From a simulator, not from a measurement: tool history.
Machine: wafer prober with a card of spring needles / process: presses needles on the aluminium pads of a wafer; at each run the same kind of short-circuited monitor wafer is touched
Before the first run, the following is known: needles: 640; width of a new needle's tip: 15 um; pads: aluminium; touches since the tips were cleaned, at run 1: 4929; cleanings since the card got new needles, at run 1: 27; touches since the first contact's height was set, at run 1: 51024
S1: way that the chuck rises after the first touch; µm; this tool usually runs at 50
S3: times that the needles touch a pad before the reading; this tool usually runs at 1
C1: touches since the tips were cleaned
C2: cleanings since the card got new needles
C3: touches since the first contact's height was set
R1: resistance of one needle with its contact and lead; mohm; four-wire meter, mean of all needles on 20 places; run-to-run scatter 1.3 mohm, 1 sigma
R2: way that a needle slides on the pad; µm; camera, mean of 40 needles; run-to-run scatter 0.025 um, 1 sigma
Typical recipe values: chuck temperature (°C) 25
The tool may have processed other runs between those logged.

{"run": 1, "hour": 0.0, "S1": 50, "chuck temperature (°C)": 25, "S3": 1, "C1": 4929, "C2": 27, "C3": 51024, "R1": 107, "R2": 13.22}
{"hour": 3.8, "done": "tips cleaned on abrasive film"}
{"hour": 18.9, "done": "tips cleaned on abrasive film"}
{"hour": 37.6, "done": "tips cleaned on abrasive film"}
{"hour": 56.4, "done": "tips cleaned on abrasive film"}
{"hour": 73.1, "done": "tips cleaned on abrasive film"}
{"run": 2, "hour": 73.1, "S1": 50, "chuck temperature (°C)": 25, "S3": 1, "C1": 0, "C2": 32, "C3": 79037, "R1": 112, "R2": 13.2}
{"hour": 91.9, "done": "tips cleaned on abrasive film"}
{"hour": 106.9, "done": "tips cleaned on abrasive film"}
{"hour": 124.3, "done": "tips cleaned on abrasive film"}
{"run": 3, "hour": 124.3, "S1": 50, "chuck temperature (°C)": 25, "S3": 1, "C1": 0, "C2": 35, "C3": 98673, "R1": 108, "R2": 13.24}
{"hour": 139.3, "done": "tips cleaned on abrasive film"}
{"hour": 154.3, "done": "tips cleaned on abrasive film"}
{"run": 4, "hour": 165.2, "S1": 50, "chuck temperature (°C)": 25, "S3": 1, "C1": 4182, "C2": 37, "C3": 114379, "R1": 111, "R2": 13.21}
{"hour": 172.8, "done": "tips cleaned on abrasive film"}
{"hour": 176.8, "done": "height of the first contact set anew"}
{"hour": 188.1, "done": "tips cleaned on abrasive film"}
{"hour": 206.8, "done": "tips cleaned on abrasive film"}
{"hour": 221.9, "done": "tips cleaned on abrasive film"}
{"run": 5, "hour": 222.6, "S1": 50, "chuck temperature (°C)": 25, "S3": 1, "C1": 276, "C2": 41, "C3": 17562, "R1": 109, "R2": 13.19}
{"hour": 237.6, "done": "tips cleaned on abrasive film"}
{"hour": 256.4, "done": "tips cleaned on abrasive film"}
{"hour": 271.4, "done": "tips cleaned on abrasive film"}
{"hour": 286.5, "done": "tips cleaned on abrasive film"}
{"hour": 301.5, "done": "tips cleaned on abrasive film"}
{"run": 6, "hour": 312.3, "S1": 50, "chuck temperature (°C)": 25, "S3": 1, "C1": 4174, "C2": 46, "C3": 51987, "R1": 113, "R2": 13.23}
{"hour": 319.9, "done": "tips cleaned on abrasive film"}
{"hour": 334.9, "done": "tips cleaned on abrasive film"}
{"hour": 349.9, "done": "tips cleaned on abrasive film"}
{"hour": 365.0, "done": "tips cleaned on abrasive film"}
{"hour": 383.7, "done": "tips cleaned on abrasive film"}
{"run": 7, "hour": 391.8, "S1": 50, "chuck temperature (°C)": 25, "S3": 2, "C1": 3108, "C2": 51, "C3": 82463, "R1": 109, "R2": 13.14}
{"hour": 399.4, "done": "tips cleaned on abrasive film"}
{"hour": 414.4, "done": "tips cleaned on abrasive film"}
{"hour": 429.4, "done": "tips cleaned on abrasive film"}
{"hour": 448.2, "done": "tips cleaned on abrasive film"}
{"run": 8, "hour": 451.0, "S1": 50, "chuck temperature (°C)": 25, "S3": 2, "C1": 1076, "C2": 55, "C3": 105146, "R1": 110, "R2": 13.2}
{"hour": 466.0, "done": "tips cleaned on abrasive film"}
{"hour": 481.0, "done": "tips cleaned on abrasive film"}
{"hour": 488.8, "done": "height of the first contact set anew"}
{"hour": 496.4, "done": "tips cleaned on abrasive film"}
{"run": 9, "hour": 509.3, "S1": 50, "chuck temperature (°C)": 115, "S3": 1, "C1": 5004, "C2": 58, "C3": 7886, "R1": 124, "R2": 13.15}
{"hour": 513.2, "done": "tips cleaned on abrasive film"}
{"hour": 528.2, "done": "tips cleaned on abrasive film"}
{"hour": 547.0, "done": "tips cleaned on abrasive film"}
{"hour": 565.7, "done": "tips cleaned on abrasive film"}
{"run": 10, "hour": 570.9, "S1": 50, "chuck temperature (°C)": 115, "S3": 1, "C1": 2010, "C2": 62, "C3": 31504, "R1": 124, "R2": 13.21}
{"hour": 582.2, "done": "tips cleaned on abrasive film"}
{"hour": 597.3, "done": "tips cleaned on abrasive film"}
{"hour": 612.3, "done": "tips cleaned on abrasive film"}
{"hour": 628.9, "done": "tips cleaned on abrasive film"}
{"run": 11, "hour": 628.9, "S1": 50, "chuck temperature (°C)": 115, "S3": 1, "C1": 0, "C2": 66, "C3": 53725, "R1": 123, "R2": 13.14}
{"hour": 644.0, "done": "tips cleaned on abrasive film"}
{"hour": 659.0, "done": "tips cleaned on abrasive film"}
{"hour": 674.0, "done": "tips cleaned on abrasive film"}
{"run": 12, "hour": 682.6, "S1": 50, "chuck temperature (°C)": 25, "S3": 2, "C1": 3305, "C2": 69, "C3": 74316, "R1": 110, "R2": 13.1}
{"hour": 690.2, "done": "tips cleaned on abrasive film"}
{"hour": 708.9, "done": "tips cleaned on abrasive film"}
{"hour": 724.0, "done": "tips cleaned on abrasive film"}
{"hour": 742.7, "done": "tips cleaned on abrasive film"}
{"run": 13, "hour": 749.0, "S1": 50, "chuck temperature (°C)": 25, "S3": 2, "C1": 2431, "C2": 73, "C3": 99794, "R1": 109, "R2": 13.13}

What will run 14 give?
{"hour": 760.3, "done": "tips cleaned on abrasive film"}
{"hour": 775.4, "done": "tips cleaned on abrasive film"}
{"hour": 790.4, "done": "tips cleaned on abrasive film"}
{"hour": 801.9, "done": "height of the first contact set anew"}
{"hour": 809.5, "done": "tips cleaned on abrasive film"}
{"hour": 824.5, "done": "tips cleaned on abrasive film"}
{"run": 14, "hour": 826.2, "S1": 49, "chuck temperature (°C)": 25, "S3": 1, "C1": 672, "C2": 78, "C3": 9315, "R1": "?", "R2": "?"}

Run 14 gave R1 111 mohm, R2 12.93 µm.
The same run, on a tool lacking any hidden state, would have yielded R1 111 mohm, R2 13.01 µm.
